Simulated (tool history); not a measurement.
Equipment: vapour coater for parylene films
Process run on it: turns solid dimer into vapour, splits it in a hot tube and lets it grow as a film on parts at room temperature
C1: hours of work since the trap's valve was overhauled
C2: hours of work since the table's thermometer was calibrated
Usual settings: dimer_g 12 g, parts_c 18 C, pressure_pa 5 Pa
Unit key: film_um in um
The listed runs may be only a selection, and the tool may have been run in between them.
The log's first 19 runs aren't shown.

{"day": 7.871, "done": "trap's valve overhauled"}
{"run": 20, "day": 8.225, "dimer_g": 12, "parts_c": 15, "pressure_pa": 5, "C1": 4, "C2": 369, "film_um": 2.77}
{"run": 21, "day": 8.871, "dimer_g": 12, "parts_c": 18, "pressure_pa": 5, "C1": 12, "C2": 377, "film_um": 2.45}
{"run": 22, "day": 9.412, "dimer_g": 12, "parts_c": 18, "pressure_pa": 5, "C1": 19, "C2": 384, "film_um": 2.45}
{"run": 23, "day": 9.812, "dimer_g": 12, "parts_c": 18, "pressure_pa": 5, "C1": 24, "C2": 388, "film_um": 2.45}
{"run": 24, "day": 10.179, "dimer_g": 12, "parts_c": 18, "pressure_pa": 5, "C1": 29, "C2": 393, "film_um": 2.43}
{"day": 10.425, "done": "trap's valve overhauled, once more"}
{"run": 25, "day": 10.988, "dimer_g": 12, "parts_c": 11, "pressure_pa": 3.24, "C1": 7, "C2": 401, "film_um": 3.51}
{"run": 26, "day": 11.321, "dimer_g": 12, "parts_c": 18, "pressure_pa": 5.65, "C1": 11, "C2": 405, "film_um": 2.49}
{"run": 27, "day": 11.721, "dimer_g": 12, "parts_c": 10, "pressure_pa": 3.1, "C1": 16, "C2": 410, "film_um": 3.64}
{"run": 28, "day": 12.146, "dimer_g": 12, "parts_c": 10, "pressure_pa": 4, "C1": 21, "C2": 415, "film_um": 3.55}
{"run": 29, "day": 12.638, "dimer_g": 12, "parts_c": 10, "pressure_pa": 4, "C1": 27, "C2": 421, "film_um": 3.54}
{"run": 30, "day": 13.112, "dimer_g": 12, "parts_c": 10, "pressure_pa": 4, "C1": 33, "C2": 427, "film_um": 3.54}
{"run": 31, "day": 13.454, "dimer_g": 6, "parts_c": 18, "pressure_pa": 5.95, "C1": 38, "C2": 432, "film_um": 1.24}
{"run": 32, "day": 14.029, "dimer_g": 12, "parts_c": 13, "pressure_pa": 10.48, "C1": 45, "C2": 439, "film_um": 2.83}
{"run": 33, "day": 14.488, "dimer_g": 12, "parts_c": 13, "pressure_pa": 10.48, "C1": 50, "C2": 444, "film_um": 2.8}
{"run": 34, "day": 14.983, "dimer_g": 12, "parts_c": 16, "pressure_pa": 5, "C1": 56, "C2": 450, "film_um": 2.74}
{"run": 35, "day": 15.371, "dimer_g": 12, "parts_c": 16, "pressure_pa": 5.42, "C1": 61, "C2": 455, "film_um": 2.7}
{"run": 36, "day": 15.708, "dimer_g": 12, "parts_c": 12, "pressure_pa": 3.44, "C1": 65, "C2": 459, "film_um": 3.31}
{"run": 37, "day": 16.121, "dimer_g": 9, "parts_c": 19, "pressure_pa": 5, "C1": 71, "C2": 465, "film_um": 1.81}
{"run": 38, "day": 16.633, "dimer_g": 12, "parts_c": 21, "pressure_pa": 5, "C1": 77, "C2": 471, "film_um": 2.23}
{"run": 39, "day": 16.917, "dimer_g": 15, "parts_c": 18, "pressure_pa": 5, "C1": 80, "C2": 474, "film_um": 3.15}
{"run": 40, "day": 17.271, "dimer_g": 15, "parts_c": 18, "pressure_pa": 5, "C1": 85, "C2": 479, "film_um": 3.13}
{"run": 41, "day": 17.788, "dimer_g": 15, "parts_c": 18, "pressure_pa": 5, "C1": 91, "C2": 485, "film_um": 3.15}
{"run": 42, "day": 18.083, "dimer_g": 8, "parts_c": 18, "pressure_pa": 5, "C1": 95, "C2": 489, "film_um": 1.66}
{"run": 43, "day": 18.571, "dimer_g": 8, "parts_c": 18, "pressure_pa": 5, "C1": 101, "C2": 495, "film_um": 1.67}

Forecast each of these 5 alternatives for the next run:
{"run": "A", "day": 18.988, "dimer_g": 12, "parts_c": 20, "pressure_pa": 5, "C1": 106, "C2": 500, "film_um": "?"}
{"run": "B", "day": 18.988, "dimer_g": 12, "parts_c": 20, "pressure_pa": 3.35, "C1": 106, "C2": 500, "film_um": "?"}
{"run": "C", "day": 18.988, "dimer_g": 14, "parts_c": 20, "pressure_pa": 3.73, "C1": 106, "C2": 500, "film_um": "?"}
{"run": "D", "day": 18.988, "dimer_g": 9, "parts_c": 18, "pressure_pa": 7.03, "C1": 106, "C2": 500, "film_um": "?"}
{"run": "E", "day": 18.988, "dimer_g": 7, "parts_c": 20, "pressure_pa": 9.2, "C1": 106, "C2": 500, "film_um": "?"}

run=A film_um=2.31
run=B film_um=2.42
run=C film_um=2.8
run=D film_um=1.8
run=E film_um=1.26
Stripped of hidden state, with their random variation kept, the same runs would have yielded:
run=A film_um=2.37
run=B film_um=2.48
run=C film_um=2.88
run=D film_um=1.85
run=E film_um=1.29

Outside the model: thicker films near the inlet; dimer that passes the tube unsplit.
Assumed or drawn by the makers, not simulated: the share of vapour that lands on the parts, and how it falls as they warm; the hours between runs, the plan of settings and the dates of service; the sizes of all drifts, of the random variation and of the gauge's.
